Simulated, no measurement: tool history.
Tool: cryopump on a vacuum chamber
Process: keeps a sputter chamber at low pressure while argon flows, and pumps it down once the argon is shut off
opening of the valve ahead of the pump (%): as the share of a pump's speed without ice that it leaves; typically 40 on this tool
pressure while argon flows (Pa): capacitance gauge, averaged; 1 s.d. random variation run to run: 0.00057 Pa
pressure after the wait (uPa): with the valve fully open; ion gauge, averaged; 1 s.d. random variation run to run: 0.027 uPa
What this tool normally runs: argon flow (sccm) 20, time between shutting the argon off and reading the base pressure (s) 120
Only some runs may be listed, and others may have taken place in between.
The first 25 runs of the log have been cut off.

run	hour	argon flow (sccm)	time between shutting the argon off and reading the base pressure (s)	opening of the valve ahead of the pump (%)	hours of work since the pump was warmed up and emptied	hours of work since the cold head was overhauled	hours of work since the chamber's fittings were tightened	pressure while argon flows (Pa)	pressure after the wait (uPa)
26	349.5	22	251	40	284	284	879	0.0975	1.35
27	369.2	22	251	40	296	296	891	0.0982	1.30
28	381.5	9	120	29	304	304	899	0.0546	1.78
29	394.2	9	120	29	312	312	907	0.0548	1.77
30	412.4	9	120	29	324	324	918	0.0550	1.82
31	423.3	21	51	49	330	330	925	0.0763	2.99
32	435.0	20	278	40	338	338	932	0.0890	1.35
33	454.1	20	278	40	350	350	944	0.0898	1.31
34	472.1	20	278	40	361	361	956	0.0893	1.30

Consider 4 possible next runs. They are alternatives, not a sequence: every one starts from the tool as it was left by run 34. What does each give?
A	491.4	39	278	40	373	373	968	?	?
B	491.4	28	28	40	373	373	968	?	?
C	491.4	17	60	37	373	373	968	?	?
D	491.4	9	278	39	373	373	968	?	?

run	pressure while argon flows (Pa)	pressure after the wait (uPa)
A	0.1750	1.34
B	0.1259	4.94
C	0.0818	2.82
D	0.0422	1.33
With no hidden state in the tool, these same runs would have given:
run	pressure while argon flows (Pa)	pressure after the wait (uPa)
A	0.1681	0.68
B	0.1209	4.26
C	0.0788	2.15
D	0.0405	0.68
